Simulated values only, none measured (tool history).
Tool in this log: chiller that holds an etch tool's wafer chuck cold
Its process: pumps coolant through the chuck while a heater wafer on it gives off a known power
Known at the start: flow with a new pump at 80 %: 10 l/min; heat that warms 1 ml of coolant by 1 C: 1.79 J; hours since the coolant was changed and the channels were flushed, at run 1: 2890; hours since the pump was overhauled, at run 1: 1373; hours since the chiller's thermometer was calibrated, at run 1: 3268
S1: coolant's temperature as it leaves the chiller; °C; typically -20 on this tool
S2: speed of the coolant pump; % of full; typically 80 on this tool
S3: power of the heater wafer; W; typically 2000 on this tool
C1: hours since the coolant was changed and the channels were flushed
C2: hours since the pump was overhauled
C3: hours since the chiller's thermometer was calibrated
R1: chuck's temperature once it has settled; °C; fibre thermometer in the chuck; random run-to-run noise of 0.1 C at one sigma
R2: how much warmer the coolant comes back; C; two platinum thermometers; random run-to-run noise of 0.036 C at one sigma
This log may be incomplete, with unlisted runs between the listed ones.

run 1 hour=0.0 | S1=-20 S2=80 S3=2000 | C1=2890 C2=1373 C3=3268 | R1=-6.6 R2=6.74
run 2 hour=21.0 | S1=-20 S2=80 S3=2000 | C1=2911 C2=1394 C3=3289 | R1=-6.8 R2=6.65
run 3 hour=55.8 | S1=-20 S2=80 S3=2000 | C1=2946 C2=1429 C3=3324 | R1=-6.8 R2=6.67
run 4 hour=90.5 | S1=-20 S2=80 S3=2000 | C1=2981 C2=1464 C3=3358 | R1=-6.9 R2=6.76
run 5 hour=126.6 | S1=-20 S2=80 S3=2000 | C1=3017 C2=1500 C3=3394 | R1=-6.6 R2=6.69
run 6 hour=161.9 | S1=-20 S2=80 S3=2466 | C1=3052 C2=1535 C3=3430 | R1=-3.6 R2=8.23
run 7 hour=183.3 | S1=-20 S2=80 S3=2000 | C1=3074 C2=1557 C3=3451 | R1=-6.6 R2=6.66
run 8 hour=199.3 | S1=-20 S2=80 S3=2000 | C1=3090 C2=1573 C3=3467 | R1=-6.8 R2=6.65
run 9 hour=225.1 | S1=-20 S2=80 S3=2000 | C1=3116 C2=1598 C3=3493 | R1=-6.4 R2=6.66
run 10 hour=241.5 | S1=-20 S2=80 S3=2000 | C1=3132 C2=1615 C3=3509 | R1=-6.9 R2=6.65
run 11 hour=276.8 | S1=-20 S2=80 S3=2000 | C1=3167 C2=1650 C3=3545 | R1=-6.7 R2=6.66
run 12 hour=309.3 | S1=-20 S2=80 S3=2000 | C1=3200 C2=1683 C3=3577 | R1=-6.7 R2=6.68
run 13 hour=335.1 | S1=-20 S2=80 S3=2000 | C1=3226 C2=1709 C3=3603 | R1=-6.5 R2=6.69
run 14 hour=354.4 | S1=-20 S2=80 S3=2000 | C1=3245 C2=1728 C3=3622 | R1=-6.6 R2=6.68
run 15 hour=385.9 | S1=-20 S2=70 S3=2000 | C1=3276 C2=1759 C3=3654 | R1=-5.0 R2=7.64
run 16 hour=416.1 | S1=-20 S2=70 S3=2000 | C1=3307 C2=1789 C3=3684 | R1=-5.1 R2=7.66
run 17 hour=432.0 | S1=-25 S2=80 S3=2000 | C1=3322 C2=1805 C3=3700 | R1=-11.8 R2=6.66
run 18 hour=450.9 | S1=-28 S2=97 S3=1558 | C1=3341 C2=1824 C3=3719 | R1=-19.3 R2=4.31
run 19 hour=478.9 | S1=-28 S2=97 S3=1558 | C1=3369 C2=1852 C3=3747 | R1=-19.3 R2=4.29
run 20 hour=503.2 | S1=-28 S2=97 S3=2490 | C1=3394 C2=1877 C3=3771 | R1=-14.1 R2=6.81
run 21 hour=529.2 | S1=-11 S2=67 S3=1016 | C1=3420 C2=1903 C3=3797 | R1=-3.0 R2=4.07
run 22 hour=549.9 | S1=-11 S2=67 S3=1016 | C1=3440 C2=1923 C3=3818 | R1=-3.2 R2=4.09
run 23 hour=583.5 | S1=-11 S2=67 S3=2627 | C1=3474 C2=1957 C3=3851 | R1=9.5 R2=10.57
run 24 hour=616.8 | S1=-19 S2=64 S3=1277 | C1=3507 C2=1990 C3=3885 | R1=-8.6 R2=5.39
run 25 hour=641.8 | S1=-19 S2=64 S3=1277 | C1=3532 C2=2015 C3=3910 | R1=-8.6 R2=5.36
run 26 hour=674.8 | S1=-19 S2=64 S3=1277 | C1=3565 C2=2048 C3=3943 | R1=-8.5 R2=5.38
run 27 hour=698.9 | S1=-20 S2=80 S3=1839 | C1=3589 C2=2072 C3=3967 | R1=-8.0 R2=6.16
run 28 hour=718.4 | S1=-16 S2=84 S3=1665 | C1=3609 C2=2092 C3=3986 | R1=-5.5 R2=5.39
run 29 hour=734.7 | S1=-30 S2=80 S3=1440 | C1=3625 C2=2108 C3=4003 | R1=-20.3 R2=4.76
run 30 hour=769.2 | S1=-14 S2=80 S3=2461 | C1=3660 C2=2143 C3=4037 | R1=2.4 R2=8.27
run 31 hour=788.0 | S1=-14 S2=80 S3=2461 | C1=3678 C2=2161 C3=4056 | R1=2.3 R2=8.17
run 32 hour=811.7 | S1=-18 S2=97 S3=1209 | C1=3702 C2=2185 C3=4080 | R1=-11.3 R2=3.31

3 ways to go on from here, each from the tool as it stands after run 32. What would each give?
run A hour=838.0 | S1=-14 S2=78 S3=1209 | C1=3728 C2=2211 C3=4106 | R1=? R2=?
run B hour=838.0 | S1=-14 S2=82 S3=1209 | C1=3728 C2=2211 C3=4106 | R1=? R2=?
run C hour=838.0 | S1=-29 S2=81 S3=1078 | C1=3728 C2=2211 C3=4106 | R1=? R2=?

run=A R1=-5.8 R2=4.23
run=B R1=-6.3 R2=3.94
run=C R1=-21.9 R2=3.52
Take away the tool's hidden state, keep each run's random variation, and the runs would have read:
run=A R1=-5.9 R2=4.22
run=B R1=-6.3 R2=3.93
run=C R1=-21.9 R2=3.52
